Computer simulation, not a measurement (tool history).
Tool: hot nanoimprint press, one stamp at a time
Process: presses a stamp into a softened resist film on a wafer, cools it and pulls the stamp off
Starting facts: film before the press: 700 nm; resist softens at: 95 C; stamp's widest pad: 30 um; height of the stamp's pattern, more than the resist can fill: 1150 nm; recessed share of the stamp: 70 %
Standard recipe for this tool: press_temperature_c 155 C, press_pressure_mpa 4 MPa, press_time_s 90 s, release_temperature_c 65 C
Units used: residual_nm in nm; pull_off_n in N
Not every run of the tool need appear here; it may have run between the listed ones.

| run | day | press_temperature_c | press_pressure_mpa | press_time_s | release_temperature_c | residual_nm | pull_off_n |
|---|---|---|---|---|---|---|---|
| 1 | 0.000 | 155 | 4 | 90 | 65 | 384.2 | 140 |
|  | 0.404 | stamp cleaned and given a new release coat |
| 2 | 2.342 | 155 | 4 | 90 | 65 | 386.9 | 139 |
| 3 | 5.454 | 155 | 4 | 90 | 65 | 384.6 | 136 |
| 4 | 6.912 | 155 | 4 | 90 | 70 | 381.2 | 123 |
| 5 | 8.279 | 155 | 4 | 90 | 70 | 384.7 | 124 |
| 6 | 10.258 | 155 | 4 | 127 | 70 | 341.7 | 126 |
| 7 | 12.988 | 155 | 4 | 127 | 70 | 339.9 | 127 |
| 8 | 15.162 | 165 | 4 | 90 | 65 | 285.1 | 138 |
|  | 16.904 | plate thermocouple calibrated |
| 9 | 18.133 | 155 | 4 | 90 | 65 | 380.3 | 139 |
|  | 20.854 | stamp cleaned and given a new release coat |
| 10 | 21.188 | 155 | 4 | 90 | 61 | 383.6 | 145 |
| 11 | 24.046 | 155 | 4 | 90 | 61 | 384.0 | 146 |
| 12 | 25.700 | 155 | 4 | 90 | 61 | 387.3 | 143 |
| 13 | 27.121 | 155 | 4 | 90 | 61 | 380.8 | 143 |
| 14 | 29.000 | 155 | 4 | 90 | 65 | 380.3 | 137 |

The next listed run, before its measurement:
| 15 | 30.821 | 155 | 4 | 90 | 65 | ? | ? |

residual_nm: 383.2 nm
pull_off_n: 135 N
With no hidden state in the tool, this same run would have given residual_nm 382.7 nm, pull_off_n 135 N.
